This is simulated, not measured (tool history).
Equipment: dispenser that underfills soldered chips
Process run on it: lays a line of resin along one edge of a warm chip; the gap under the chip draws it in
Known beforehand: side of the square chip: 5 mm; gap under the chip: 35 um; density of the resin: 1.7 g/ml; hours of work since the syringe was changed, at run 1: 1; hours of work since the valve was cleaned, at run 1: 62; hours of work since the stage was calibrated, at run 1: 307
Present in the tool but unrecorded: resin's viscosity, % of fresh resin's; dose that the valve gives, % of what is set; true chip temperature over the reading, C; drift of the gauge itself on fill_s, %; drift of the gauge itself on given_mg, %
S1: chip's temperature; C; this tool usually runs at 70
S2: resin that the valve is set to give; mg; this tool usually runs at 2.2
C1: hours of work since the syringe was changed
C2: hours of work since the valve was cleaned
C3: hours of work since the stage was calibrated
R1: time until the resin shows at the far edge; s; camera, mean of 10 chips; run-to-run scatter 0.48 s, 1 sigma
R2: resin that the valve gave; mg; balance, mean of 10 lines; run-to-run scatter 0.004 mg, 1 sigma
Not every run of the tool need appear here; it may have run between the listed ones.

| run | hour | S1 | S2 | C1 | C2 | C3 | R1 | R2 |
|---|---|---|---|---|---|---|---|---|
| 1 | 0 | 70 | 2.2 | 1 | 62 | 307 | 40.5 | 2.142 |
|  | 8.8 | stage's temperature calibrated |
| 2 | 10.4 | 70 | 2.2 | 7 | 68 | 1 | 54.3 | 2.137 |
|  | 11.8 | new syringe of resin |
|  | 23.2 | new syringe of resin |
| 3 | 23.2 | 70 | 2.2 | 0 | 76 | 9 | 35.6 | 2.131 |
| 4 | 31.2 | 70 | 2.2 | 5 | 82 | 15 | 49.3 | 2.13 |
|  | 35.3 | new syringe of resin |
| 5 | 41.1 | 68 | 2.2 | 4 | 88 | 21 | 50.9 | 2.121 |
|  | 46.8 | new syringe of resin |
| 6 | 52.6 | 68 | 2.2 | 4 | 96 | 29 | 50.5 | 2.117 |
|  | 58.7 | new syringe of resin |
| 7 | 62.8 | 71 | 2.81 | 3 | 103 | 36 | 40.5 | 2.702 |
|  | 70.1 | new syringe of resin |
|  | 76.3 | dispensing valve cleaned and set on the balance |
| 8 | 78 | 79 | 1.97 | 5 | 1 | 45 | 35.1 | 1.977 |
|  | 82.4 | new syringe of resin |
| 9 | 90.4 | 59 | 2.34 | 5 | 9 | 53 | 74.6 | 2.332 |
|  | 94 | new syringe of resin |
| 10 | 101.1 | 59 | 2.84 | 5 | 16 | 60 | 71.9 | 2.828 |
|  | 105.2 | new syringe of resin |
|  | 116.8 | new syringe of resin |
| 11 | 116.8 | 64 | 2.74 | 0 | 27 | 70 | 45.9 | 2.719 |

Run by run, hidden condition taken away, random variation retained:
| run | R1 | R2 |
|---|---|---|
| 1 | 37 | 2.196 |
| 2 | 36.9 | 2.197 |
| 3 | 36.4 | 2.198 |
| 4 | 37.4 | 2.201 |
| 5 | 40.9 | 2.198 |
| 6 | 40.4 | 2.199 |
| 7 | 34.8 | 2.813 |
| 8 | 27.2 | 1.974 |
| 9 | 56.3 | 2.335 |
| 10 | 54.4 | 2.839 |
| 11 | 46 | 2.741 |
